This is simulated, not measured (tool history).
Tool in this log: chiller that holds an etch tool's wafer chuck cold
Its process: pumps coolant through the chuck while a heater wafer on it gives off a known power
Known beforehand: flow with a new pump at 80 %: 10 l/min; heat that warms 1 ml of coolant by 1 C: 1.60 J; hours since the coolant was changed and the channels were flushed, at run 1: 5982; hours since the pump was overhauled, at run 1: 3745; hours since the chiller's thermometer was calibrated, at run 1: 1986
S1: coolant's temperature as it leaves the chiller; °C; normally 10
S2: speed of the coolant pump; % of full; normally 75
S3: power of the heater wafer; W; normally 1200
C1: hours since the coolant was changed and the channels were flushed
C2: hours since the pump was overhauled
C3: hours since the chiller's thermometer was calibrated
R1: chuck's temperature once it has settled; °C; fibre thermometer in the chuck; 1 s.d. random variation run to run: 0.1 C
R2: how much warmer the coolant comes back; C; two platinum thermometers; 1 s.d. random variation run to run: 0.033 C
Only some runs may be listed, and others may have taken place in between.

run 1 day=0 | S1=10 S2=75 S3=1200 | C1=5982 C2=3745 C3=1986 | R1=21.3 R2=5.24
run 2 day=3.692 | S1=10 S2=75 S3=1200 | C1=6070 C2=3833 C3=2075 | R1=21.4 R2=5.28
run 3 day=8.721 | S1=10 S2=75 S3=1200 | C1=6191 C2=3954 C3=2195 | R1=21.7 R2=5.23
run 4 day=15.738 | S1=10 S2=75 S3=1200 | C1=6360 C2=4122 C3=2364 | R1=21.9 R2=5.32
run 5 day=20.404 | S1=10 S2=75 S3=1200 | C1=6472 C2=4234 C3=2476 | R1=21.8 R2=5.27
run 6 day=25.367 | S1=10 S2=75 S3=1200 | C1=6591 C2=4353 C3=2595 | R1=21.7 R2=5.31
run 7 day=28.567 | S1=1 S2=75 S3=1200 | C1=6667 C2=4430 C3=2672 | R1=12.9 R2=5.36
run 8 day=34.458 | S1=1 S2=75 S3=1200 | C1=6809 C2=4572 C3=2813 | R1=12.9 R2=5.38
run 9 day=40.283 | S1=1 S2=75 S3=1200 | C1=6949 C2=4711 C3=2953 | R1=12.9 R2=5.33
-- day=41.138 coolant pump overhauled
-- day=43.717 coolant changed, channels flushed
run 10 day=45.721 | S1=8 S2=87 S3=1783 | C1=48 C2=104 C3=3072 | R1=22.3 R2=6.87
run 11 day=52.396 | S1=8 S2=87 S3=1783 | C1=208 C2=264 C3=3232 | R1=22.2 R2=6.88
run 12 day=59.208 | S1=7 S2=98 S3=1242 | C1=372 C2=428 C3=3396 | R1=16.2 R2=4.21
run 13 day=66.112 | S1=7 S2=98 S3=1242 | C1=537 C2=593 C3=3562 | R1=16.4 R2=4.19
-- day=67.808 chiller's thermometer calibrated
run 14 day=69.483 | S1=3 S2=75 S3=1200 | C1=617 C2=673 C3=40 | R1=13.9 R2=5.56
-- day=72.533 coolant pump overhauled, once more
run 15 day=75.979 | S1=1 S2=65 S3=1200 | C1=768 C2=83 C3=191 | R1=12.2 R2=5.7
run 16 day=82.454 | S1=1 S2=65 S3=1200 | C1=924 C2=238 C3=346 | R1=12.4 R2=5.73
run 17 day=89.596 | S1=1 S2=65 S3=1200 | C1=1095 C2=410 C3=518 | R1=12.4 R2=5.72
run 18 day=94.071 | S1=10 S2=85 S3=1200 | C1=1203 C2=517 C3=625 | R1=18.9 R2=4.15

Below are 4 alternative next runs, each starting from the tool's condition after run 18. Predict each:
run A day=101.612 | S1=3 S2=65 S3=779 | C1=1384 C2=698 C3=806 | R1=? R2=?
run B day=101.612 | S1=10 S2=96 S3=1501 | C1=1384 C2=698 C3=806 | R1=? R2=?
run C day=101.612 | S1=1 S2=70 S3=1200 | C1=1384 C2=698 C3=806 | R1=? R2=?
run D day=101.612 | S1=1 S2=85 S3=1200 | C1=1384 C2=698 C3=806 | R1=? R2=?

run=A R1=10.6 R2=3.74
run=B R1=20.1 R2=4.64
run=C R1=11.8 R2=5.29
run=D R1=9.8 R2=4.29
Without the tool's unlogged condition, the same runs would have read:
run=A R1=10.3 R2=3.68
run=B R1=19.7 R2=4.57
run=C R1=11.4 R2=5.21
run=D R1=9.5 R2=4.22
